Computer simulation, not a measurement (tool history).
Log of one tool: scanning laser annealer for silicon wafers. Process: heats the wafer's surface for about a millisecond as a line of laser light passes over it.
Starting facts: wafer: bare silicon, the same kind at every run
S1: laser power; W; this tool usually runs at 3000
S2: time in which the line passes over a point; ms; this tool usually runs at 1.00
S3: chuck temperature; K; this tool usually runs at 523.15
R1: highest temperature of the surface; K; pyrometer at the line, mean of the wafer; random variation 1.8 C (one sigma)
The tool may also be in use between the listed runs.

run,day,S1,S2,S3,R1
1,0.000,3000,1.00,523.15,1299.15
2,1.925,3000,1.00,523.15,1299.15
3,4.812,3000,1.00,523.15,1299.15
4,6.254,2961,1.00,523.15,1289.15
5,8.771,2961,1.00,523.15,1290.15
6,10.096,3000,0.82,523.15,1216.15
7,11.821,3000,0.82,523.15,1221.15
8,14.092,2765,1.02,526.15,1250.15
# day 14.742: window over the wafer cleaned
9,15.925,3000,0.94,561.15,1311.15
10,17.942,2774,1.08,536.15,1290.15
11,20.025,3244,1.20,523.15,1451.15
12,22.967,2737,1.00,498.15,1210.15

What if the next run were any one of these 3? Each begins from the tool's condition after run 12:
A,24.683,2737,1.00,522.15,?
B,24.683,3138,0.98,552.15,?
C,24.683,3144,0.87,498.15,?

run,R1
A,1230.15
B,1354.15
C,1250.15
What these runs would have given with no unlogged condition in the tool:
run,R1
A,1231.15
B,1355.15
C,1251.15
